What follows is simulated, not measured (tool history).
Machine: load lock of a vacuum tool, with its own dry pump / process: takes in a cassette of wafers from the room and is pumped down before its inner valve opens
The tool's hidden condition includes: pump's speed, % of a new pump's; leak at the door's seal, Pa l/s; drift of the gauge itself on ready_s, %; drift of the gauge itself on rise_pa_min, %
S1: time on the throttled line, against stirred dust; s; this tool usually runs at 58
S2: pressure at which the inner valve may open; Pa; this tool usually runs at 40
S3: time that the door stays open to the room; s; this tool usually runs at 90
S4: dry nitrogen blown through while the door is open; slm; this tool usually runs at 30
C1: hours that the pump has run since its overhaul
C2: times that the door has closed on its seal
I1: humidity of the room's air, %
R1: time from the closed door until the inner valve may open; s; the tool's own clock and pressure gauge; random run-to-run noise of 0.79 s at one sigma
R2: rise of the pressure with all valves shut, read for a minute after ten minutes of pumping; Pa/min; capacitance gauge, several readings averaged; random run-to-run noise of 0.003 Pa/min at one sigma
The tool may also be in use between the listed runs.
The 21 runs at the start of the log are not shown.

{"run": 22, "day": 284.721, "S1": 94, "S2": 64, "S3": 87, "S4": 25, "C1": 9335, "C2": 24414, "I1": 47.1, "R1": 147.7, "R2": 0.17}
{"run": 23, "day": 301.608, "S1": 58, "S2": 40, "S3": 59, "S4": 30, "C1": 9740, "C2": 24822, "I1": 46.9, "R1": 129.3, "R2": 0.154}
{"run": 24, "day": 317.888, "S1": 58, "S2": 40, "S3": 59, "S4": 39, "C1": 10131, "C2": 25215, "I1": 43.6, "R1": 126.6, "R2": 0.154}
{"run": 25, "day": 329.5, "S1": 58, "S2": 40, "S3": 59, "S4": 4, "C1": 10409, "C2": 25495, "I1": 47.3, "R1": 128.1, "R2": 0.187}
{"run": 26, "day": 341.167, "S1": 70, "S2": 55, "S3": 59, "S4": 11, "C1": 10689, "C2": 25776, "I1": 42.6, "R1": 132.9, "R2": 0.174}
{"run": 27, "day": 359.225, "S1": 74, "S2": 34, "S3": 109, "S4": 37, "C1": 11123, "C2": 26212, "I1": 44.4, "R1": 141.9, "R2": 0.173}
{"run": 28, "day": 378.908, "S1": 99, "S2": 55, "S3": 51, "S4": 30, "C1": 11595, "C2": 26687, "I1": 43.5, "R1": 152.1, "R2": 0.163}
{"run": 29, "day": 393.675, "S1": 32, "S2": 55, "S3": 51, "S4": 21, "C1": 11950, "C2": 27043, "I1": 41, "R1": 107.2, "R2": 0.173}
{"run": 30, "day": 413.671, "S1": 58, "S2": 49, "S3": 39, "S4": 30, "C1": 12430, "C2": 27525, "I1": 49.8, "R1": 126.1, "R2": 0.16}
{"run": 31, "day": 428.658, "S1": 101, "S2": 40, "S3": 90, "S4": 14, "C1": 12789, "C2": 27887, "I1": 44.2, "R1": 159.1, "R2": 0.194}
{"run": 32, "day": 443.029, "S1": 101, "S2": 40, "S3": 90, "S4": 14, "C1": 13134, "C2": 28233, "I1": 43.1, "R1": 159.5, "R2": 0.196}
{"run": 33, "day": 456.454, "S1": 41, "S2": 60, "S3": 90, "S4": 14, "C1": 13456, "C2": 28557, "I1": 45.6, "R1": 113, "R2": 0.21}
{"run": 34, "day": 467.1, "S1": 41, "S2": 60, "S3": 90, "S4": 14, "C1": 13712, "C2": 28814, "I1": 46.9, "R1": 112.8, "R2": 0.208}
{"run": 35, "day": 482.296, "S1": 88, "S2": 55, "S3": 234, "S4": 30, "C1": 14077, "C2": 29181, "I1": 47.2, "R1": 146.9, "R2": 0.237}
{"run": 36, "day": 499.504, "S1": 88, "S2": 55, "S3": 32, "S4": 38, "C1": 14489, "C2": 29596, "I1": 44, "R1": 147.3, "R2": 0.173}

Each row is a separate what-if for the run after 36, all from the same tool condition, not one after another. Results?
{"run": "A", "day": 513.567, "S1": 82, "S2": 40, "S3": 141, "S4": 30, "C1": 14827, "C2": 29935, "I1": 45.3, "R1": "?", "R2": "?"}
{"run": "B", "day": 513.567, "S1": 58, "S2": 40, "S3": 90, "S4": 5, "C1": 14827, "C2": 29935, "I1": 40.3, "R1": "?", "R2": "?"}
{"run": "C", "day": 513.567, "S1": 34, "S2": 55, "S3": 32, "S4": 4, "C1": 14827, "C2": 29935, "I1": 46.6, "R1": "?", "R2": "?"}

run=A R1=147.6 R2=0.217
run=B R1=129.2 R2=0.222
run=C R1=109.7 R2=0.194
Take away the tool's hidden state, keep each run's random variation, and the runs would have read:
run=A R1=141.2 R2=0.065
run=B R1=121.8 R2=0.073
run=C R1=102.1 R2=0.043
